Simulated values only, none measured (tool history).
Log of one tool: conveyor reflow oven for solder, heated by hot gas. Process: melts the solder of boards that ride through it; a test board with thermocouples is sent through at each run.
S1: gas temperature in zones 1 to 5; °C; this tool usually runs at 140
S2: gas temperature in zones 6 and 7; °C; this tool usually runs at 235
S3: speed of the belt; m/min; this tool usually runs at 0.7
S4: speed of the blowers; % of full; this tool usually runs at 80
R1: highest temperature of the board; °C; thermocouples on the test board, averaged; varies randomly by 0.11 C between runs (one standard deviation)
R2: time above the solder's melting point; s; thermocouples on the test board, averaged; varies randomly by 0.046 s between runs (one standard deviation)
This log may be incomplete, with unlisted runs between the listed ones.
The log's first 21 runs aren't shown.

run 22 hour=190.6 | S1=131 S2=223 S3=0.615 S4=80 | R1=214.4 R2=49.8
run 23 hour=201.9 | S1=139 S2=223 S3=0.785 S4=80 | R1=209.5 R2=36.44
run 24 hour=210.6 | S1=131 S2=234 S3=0.771 S4=69 | R1=216.3 R2=38.62
run 25 hour=220.2 | S1=130 S2=234 S3=0.693 S4=87 | R1=222.6 R2=47.52
run 26 hour=225.7 | S1=149 S2=235 S3=0.7 S4=58 | R1=220.4 R2=50.42
run 27 hour=231.5 | S1=136 S2=235 S3=0.839 S4=80 | R1=217.4 R2=37.15
run 28 hour=240.1 | S1=136 S2=235 S3=0.839 S4=80 | R1=217.4 R2=37.21
run 29 hour=249.3 | S1=136 S2=235 S3=0.839 S4=80 | R1=217.5 R2=37.19
run 30 hour=257.6 | S1=148 S2=235 S3=0.655 S4=80 | R1=225.7 R2=56.76

Below are 3 alternative next runs, each starting from the tool's condition after run 30. Predict each:
run A hour=264.2 | S1=148 S2=223 S3=0.82 S4=80 | R1=? R2=?
run B hour=264.2 | S1=140 S2=233 S3=0.821 S4=80 | R1=? R2=?
run C hour=264.2 | S1=149 S2=235 S3=0.655 S4=80 | R1=? R2=?

run=A R1=209.7 R2=37.24
run=B R1=217.1 R2=38.87
run=C R1=225.9 R2=57.17
Take away the tool's hidden state, keep each run's random variation, and the runs would have read:
run=A R1=210.3 R2=37.59
run=B R1=217.8 R2=39.17
run=C R1=226.5 R2=57.27

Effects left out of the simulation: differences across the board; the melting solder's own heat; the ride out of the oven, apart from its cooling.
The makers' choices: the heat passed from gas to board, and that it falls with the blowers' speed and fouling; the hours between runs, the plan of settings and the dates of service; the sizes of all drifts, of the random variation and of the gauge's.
